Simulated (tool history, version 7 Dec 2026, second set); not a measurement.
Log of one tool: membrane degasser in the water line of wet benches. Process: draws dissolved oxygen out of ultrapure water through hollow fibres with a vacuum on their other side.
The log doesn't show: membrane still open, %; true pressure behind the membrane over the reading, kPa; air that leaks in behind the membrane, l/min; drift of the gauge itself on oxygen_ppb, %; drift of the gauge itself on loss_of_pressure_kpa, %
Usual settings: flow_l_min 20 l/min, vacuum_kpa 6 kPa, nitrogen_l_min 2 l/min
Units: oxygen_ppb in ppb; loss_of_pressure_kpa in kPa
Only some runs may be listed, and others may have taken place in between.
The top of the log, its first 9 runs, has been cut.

run	hour	flow_l_min	vacuum_kpa	nitrogen_l_min	hours since the membrane was changed	hours since the vacuum gauge was calibrated	hours since the vacuum lines were made tight	oxygen_ppb	loss_of_pressure_kpa
10	895.5	20	6	2	5030	1600	3470	140.7	35.21
11	980.2	20	6	5.93	5114	1685	3555	95.9	35.44
12	1065.4	20	6	5.93	5199	1770	3640	100.1	35.15
13	1210.3	20	6	5.93	5344	1915	3785	97.8	35.37
14	1372.9	20	6	1.06	5507	2078	3947	190.9	34.94
15	1480.2	20	6	2	5614	2185	4055	139.6	35.38
16	1582.7	20	6	2	5717	2288	4157	140.3	35.29
17	1713	20	6.72	2	5847	2418	4287	156.7	35.2
18	1782	20	6.72	2	5916	2487	4356	156.5	35.31
19	1910.2	20	6.72	2	6044	2615	4485	154.7	35.31
20	1997.3	27	6	0.94	6131	2702	4572	348.5	47.5
21	2097.3	23	3.62	0.94	6231	2802	4672	138.1	40.7
22	2178.8	21	6	2	6313	2884	4753	152.1	37.04
23	2275.9	17	6	2	6410	2981	4850	98.6	30.21
24	2414.3	19	3.98	2.73	6548	3119	4989	77.4	33.31
25	2513.1	19	4.22	3.64	6647	3218	5087	77.6	33.26
26	2586	22	6	5.82	6720	3291	5160	128	38.97
# hour 2652.7: vacuum gauge calibrated
27	2670.5	29	9.03	1.74	6804	18	5244	430.4	51.13
28	2825.3	19	3.62	1.34	6959	173	5399	77.2	33.27
29	2947.1	19	3.62	1.34	7081	294	5521	75.4	33.53
30	3080.6	19	3.62	1.34	7214	428	5655	76.9	33.39
31	3205.3	19	3.62	1.34	7339	553	5779	77.2	33.58
32	3313.9	19	3.62	1.34	7447	661	5888	77.8	33.54

Below are 3 alternative next runs, each starting from the tool's condition after run 32. Predict each:
A	3422.7	19	3.62	1.11	7556	770	5997	?	?
B	3422.7	30	7.36	4.63	7556	770	5997	?	?
C	3422.7	20	5.58	1.29	7556	770	5997	?	?

run	oxygen_ppb	loss_of_pressure_kpa
A	79.9	33.33
B	297.2	52.9
C	158.9	35.29
Without the tool's unlogged condition, the same runs would have read:
run	oxygen_ppb	loss_of_pressure_kpa
A	79.7	33.31
B	296.7	52.87
C	158.7	35.27
